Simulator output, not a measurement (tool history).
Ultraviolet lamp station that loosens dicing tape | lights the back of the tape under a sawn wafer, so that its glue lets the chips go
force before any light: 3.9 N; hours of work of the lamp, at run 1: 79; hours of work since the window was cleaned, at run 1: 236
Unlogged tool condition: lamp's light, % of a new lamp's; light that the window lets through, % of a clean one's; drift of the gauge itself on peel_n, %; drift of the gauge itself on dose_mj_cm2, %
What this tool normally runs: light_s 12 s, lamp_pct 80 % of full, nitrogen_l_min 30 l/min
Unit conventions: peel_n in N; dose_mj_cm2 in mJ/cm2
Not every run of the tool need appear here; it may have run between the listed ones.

run	day	light_s	lamp_pct	nitrogen_l_min	hours of work of the lamp	hours of work since the window was cleaned	peel_n	dose_mj_cm2
1	0	12	80	30	79	236	0.274	288
2	0.267	12	80	30	83	240	0.286	290
3	0.496	12	80	30	86	243	0.292	286
# day 0.779: window cleaned of glue's vapour
4	0.817	12	80	30	89	0	0.33	262
5	1.062	12	80	30	93	4	0.326	256
6	1.312	12	80	30	96	7	0.348	262
# day 1.633: window cleaned of glue's vapour, once more
7	1.712	12	80	16	101	1	0.351	323
8	1.925	9	80	30	104	4	0.377	243
9	2.262	9	64	30	108	8	0.574	193
10	2.496	9	64	30	111	11	0.553	191
11	2.671	9	64	30	114	14	0.551	190
12	2.996	12	80	30	118	18	0.244	318
13	3.225	12	80	30	121	21	0.269	317
14	3.412	12	80	30	123	23	0.252	317
15	3.583	12	80	30	126	26	0.262	318
16	3.833	12	80	29	129	29	0.282	316
17	4.192	12	80	29	134	34	0.27	319
18	4.592	12	80	29	139	39	0.266	317
19	4.904	12	80	30	143	43	0.263	314
20	5.158	12	80	30	146	46	0.269	316
21	5.512	12	80	30	151	51	0.255	311
22	5.854	8	73	13	156	56	0.908	188
23	6.204	8	73	13	160	60	0.903	187
24	6.517	12	80	30	164	64	0.27	309
25	6.908	9	97	53	169	69	0.238	279
26	7.225	6	97	60	174	74	0.399	187
27	7.592	8	75	30	178	78	0.553	195
28	7.812	12	64	17	181	81	0.513	245
29	8.171	12	77	17	186	86	0.393	294
30	8.542	11	99	42	191	91	0.206	345
31	8.917	21	70	45	196	96	0.172	468
32	9.246	23	73	19	200	100	0.19	533
33	9.554	12	61	19	204	104	0.556	230
34	9.758	11	91	18	207	107	0.346	320
35	10.017	12	80	47	210	110	0.241	303
36	10.204	18	91	30	213	113	0.18	522
37	10.483	18	91	30	217	117	0.18	511
38	10.871	20	80	30	222	122	0.184	503
39	11.054	10	80	14	224	124	0.595	247
40	11.421	10	80	11	229	129	0.694	248
41	11.742	6	80	30	233	133	0.799	146
42	12.017	12	71	39	237	137	0.302	263

Run by run, hidden condition taken away, random variation retained:
run	peel_n	dose_mj_cm2
1	0.231	328
2	0.241	331
3	0.246	327
4	0.243	328
5	0.237	322
6	0.255	329
7	0.341	330
8	0.365	248
9	0.554	197
10	0.532	195
11	0.529	195
12	0.235	328
13	0.259	327
14	0.242	328
15	0.251	329
16	0.27	328
17	0.257	332
18	0.252	330
19	0.25	329
20	0.254	331
21	0.24	327
22	0.847	198
23	0.839	198
24	0.251	328
25	0.224	297
26	0.361	200
27	0.498	208
28	0.459	262
29	0.352	316
30	0.195	372
31	0.169	506
32	0.183	578
33	0.488	250
34	0.305	347
35	0.223	331
36	0.177	569
37	0.176	559
38	0.18	553
39	0.513	272
40	0.597	273
41	0.692	162
42	0.263	291
